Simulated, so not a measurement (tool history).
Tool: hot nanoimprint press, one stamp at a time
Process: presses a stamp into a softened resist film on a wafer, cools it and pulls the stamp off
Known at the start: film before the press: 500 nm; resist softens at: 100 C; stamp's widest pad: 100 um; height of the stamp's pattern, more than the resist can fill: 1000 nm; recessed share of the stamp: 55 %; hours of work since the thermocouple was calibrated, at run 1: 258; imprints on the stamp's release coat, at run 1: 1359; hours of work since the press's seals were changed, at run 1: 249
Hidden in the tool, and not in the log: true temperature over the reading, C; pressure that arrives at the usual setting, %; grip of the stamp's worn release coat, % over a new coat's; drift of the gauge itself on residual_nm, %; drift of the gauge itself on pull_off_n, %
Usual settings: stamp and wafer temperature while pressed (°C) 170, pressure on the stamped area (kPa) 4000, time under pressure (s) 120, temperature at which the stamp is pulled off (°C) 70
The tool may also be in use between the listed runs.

run,hour,stamp and wafer temperature while pressed (°C),pressure on the stamped area (kPa),time under pressure (s),temperature at which the stamp is pulled off (°C),hours of work since the thermocouple was calibrated,imprints on the stamp's release coat,hours of work since the press's seals were changed,resist left under the stamp's widest pad (Å),greatest force while the stamp is pulled off (N)
1,0,170,4000,120,70,258,1359,249,2223,272
2,13.3,170,4000,120,70,264,1381,254,2242,284
3,28.4,170,4000,120,70,270,1406,260,2265,277
4,35.6,170,2970,120,70,273,1418,263,2615,275
5,53.1,170,2970,120,70,280,1447,270,2591,285
6,64.8,170,2970,120,70,285,1466,275,2572,278
7,79.1,170,2970,120,70,290,1490,281,2588,281
8,87,170,2970,120,70,294,1503,284,2570,286
9,103.5,170,4000,120,72,300,1530,291,2263,278
10,121,170,4000,120,72,307,1559,298,2238,296
# hour 134.3: stamp cleaned and given a new release coat
11,142.8,170,4000,120,72,314,14,304,2250,166
12,150.5,170,4000,120,72,317,26,307,2231,165
# hour 154.4: plate thermocouple calibrated
13,161,170,5670,120,70,3,39,310,1854,169
14,170,170,4000,120,70,6,54,314,2206,171
15,177.8,170,4000,120,70,10,67,317,2221,171
# hour 181.7: plate thermocouple calibrated, once more
16,193.4,170,4000,120,70,5,87,322,2262,170
17,205.5,179,4390,161,70,10,107,327,1357,174
18,217.7,170,4000,230,78,15,127,332,1799,167
19,227.2,159,4800,134,75,18,143,336,3136,170
20,236.2,159,4800,134,75,22,158,340,3193,170
21,245.2,170,4000,120,76,26,173,343,2308,178
22,259.4,174,4000,154,70,32,196,349,1761,176
23,274.8,158,4000,120,66,38,221,356,3577,185
24,283,170,4000,65,74,41,235,359,2798,182
25,297.7,170,5190,120,70,47,259,365,2007,192
26,312.6,170,4000,91,58,53,284,371,2513,196
27,320.2,170,4000,91,58,56,296,374,2524,198
28,327.5,170,4000,91,58,59,308,377,2529,201
29,343.1,179,4000,144,58,66,334,383,1485,203
30,359.5,170,4000,152,70,72,361,390,2097,193

4 ways to go on from here, each from the tool as it stands after run 30. What would each give?
A,376.1,170,4000,228,75,79,388,397,?,?
B,376.1,163,4000,97,61,79,388,397,?,?
C,376.1,172,4000,120,70,79,388,397,?,?
D,376.1,166,4000,120,70,79,388,397,?,?

run,resist left under the stamp's widest pad (Å),greatest force while the stamp is pulled off (N)
A,1810,197
B,3176,203
C,2099,201
D,2664,195
Without the tool's hidden state the same runs would have given:
run,resist left under the stamp's widest pad (Å),greatest force while the stamp is pulled off (N)
A,1793,169
B,3157,174
C,2080,172
D,2644,167
